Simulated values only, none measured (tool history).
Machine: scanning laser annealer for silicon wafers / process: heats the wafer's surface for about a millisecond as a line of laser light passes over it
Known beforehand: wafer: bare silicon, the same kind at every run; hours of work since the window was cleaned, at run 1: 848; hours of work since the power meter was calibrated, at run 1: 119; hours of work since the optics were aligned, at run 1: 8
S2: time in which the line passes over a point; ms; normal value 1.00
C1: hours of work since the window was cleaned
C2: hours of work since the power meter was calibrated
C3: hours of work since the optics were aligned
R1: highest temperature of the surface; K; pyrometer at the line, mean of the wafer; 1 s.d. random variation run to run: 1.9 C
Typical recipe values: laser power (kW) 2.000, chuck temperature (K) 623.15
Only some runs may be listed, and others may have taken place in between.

run 1 hour=0.0 | laser_power_(kW)=2.000 S2=1.00 chuck_temperature_(K)=623.15 | C1=848 C2=119 C3=8 | R1=1380.15
run 2 hour=44.2 | laser_power_(kW)=2.000 S2=1.00 chuck_temperature_(K)=623.15 | C1=874 C2=145 C3=34 | R1=1376.15
-- hour=78.3 window over the wafer cleaned
run 3 hour=86.2 | laser_power_(kW)=2.000 S2=1.00 chuck_temperature_(K)=623.15 | C1=5 C2=168 C3=58 | R1=1431.15
run 4 hour=144.7 | laser_power_(kW)=2.000 S2=1.00 chuck_temperature_(K)=623.15 | C1=39 C2=203 C3=92 | R1=1425.15
run 5 hour=202.4 | laser_power_(kW)=1.964 S2=1.00 chuck_temperature_(K)=623.15 | C1=73 C2=236 C3=126 | R1=1405.15
run 6 hour=248.6 | laser_power_(kW)=1.964 S2=1.00 chuck_temperature_(K)=623.15 | C1=100 C2=264 C3=153 | R1=1404.15
run 7 hour=312.2 | laser_power_(kW)=1.964 S2=1.00 chuck_temperature_(K)=623.15 | C1=137 C2=301 C3=190 | R1=1401.15
run 8 hour=373.0 | laser_power_(kW)=1.964 S2=1.00 chuck_temperature_(K)=623.15 | C1=173 C2=337 C3=226 | R1=1399.15
run 9 hour=399.7 | laser_power_(kW)=1.858 S2=1.00 chuck_temperature_(K)=623.15 | C1=188 C2=352 C3=242 | R1=1343.15
run 10 hour=435.1 | laser_power_(kW)=2.000 S2=1.00 chuck_temperature_(K)=644.15 | C1=209 C2=373 C3=262 | R1=1436.15
run 11 hour=482.5 | laser_power_(kW)=2.000 S2=1.00 chuck_temperature_(K)=644.15 | C1=237 C2=401 C3=290 | R1=1435.15
run 12 hour=514.7 | laser_power_(kW)=2.000 S2=1.00 chuck_temperature_(K)=644.15 | C1=256 C2=420 C3=309 | R1=1429.15
run 13 hour=568.3 | laser_power_(kW)=1.986 S2=1.00 chuck_temperature_(K)=647.15 | C1=287 C2=451 C3=340 | R1=1424.15
run 14 hour=600.3 | laser_power_(kW)=1.986 S2=1.00 chuck_temperature_(K)=647.15 | C1=306 C2=470 C3=359 | R1=1424.15
run 15 hour=653.9 | laser_power_(kW)=1.986 S2=1.20 chuck_temperature_(K)=647.15 | C1=338 C2=501 C3=391 | R1=1487.15
run 16 hour=685.7 | laser_power_(kW)=2.148 S2=1.20 chuck_temperature_(K)=597.15 | C1=356 C2=520 C3=409 | R1=1522.15
run 17 hour=751.4 | laser_power_(kW)=2.148 S2=1.20 chuck_temperature_(K)=597.15 | C1=395 C2=558 C3=448 | R1=1518.15
run 18 hour=816.7 | laser_power_(kW)=2.147 S2=1.20 chuck_temperature_(K)=656.15 | C1=433 C2=597 C3=486 | R1=1571.15
run 19 hour=862.4 | laser_power_(kW)=2.029 S2=1.00 chuck_temperature_(K)=621.15 | C1=460 C2=624 C3=513 | R1=1410.15
run 20 hour=904.1 | laser_power_(kW)=2.000 S2=1.00 chuck_temperature_(K)=634.15 | C1=484 C2=648 C3=537 | R1=1407.15
run 21 hour=969.5 | laser_power_(kW)=2.000 S2=1.00 chuck_temperature_(K)=634.15 | C1=523 C2=686 C3=576 | R1=1404.15
run 22 hour=1022.1 | laser_power_(kW)=2.136 S2=0.85 chuck_temperature_(K)=588.15 | C1=553 C2=717 C3=607 | R1=1366.15
run 23 hour=1072.5 | laser_power_(kW)=2.136 S2=0.85 chuck_temperature_(K)=588.15 | C1=583 C2=747 C3=636 | R1=1365.15

Forecast each of these 5 alternatives for the next run:
run A hour=1107.4 | laser_power_(kW)=2.100 S2=0.87 chuck_temperature_(K)=643.15 | C1=603 C2=767 C3=656 | R1=?
run B hour=1107.4 | laser_power_(kW)=2.136 S2=0.85 chuck_temperature_(K)=592.15 | C1=603 C2=767 C3=656 | R1=?
run C hour=1107.4 | laser_power_(kW)=2.000 S2=0.78 chuck_temperature_(K)=623.15 | C1=603 C2=767 C3=656 | R1=?
run D hour=1107.4 | laser_power_(kW)=1.728 S2=1.21 chuck_temperature_(K)=649.15 | C1=603 C2=767 C3=656 | R1=?
run E hour=1107.4 | laser_power_(kW)=2.136 S2=0.93 chuck_temperature_(K)=636.15 | C1=603 C2=767 C3=656 | R1=?

run=A R1=1412.15
run=B R1=1367.15
run=C R1=1309.15
run=D R1=1336.15
run=E R1=1442.15
The same runs, with their run-to-run variation unchanged, on a tool lacking any hidden condition would have given:
run=A R1=1454.15
run=B R1=1409.15
run=C R1=1346.15
run=D R1=1374.15
run=E R1=1486.15
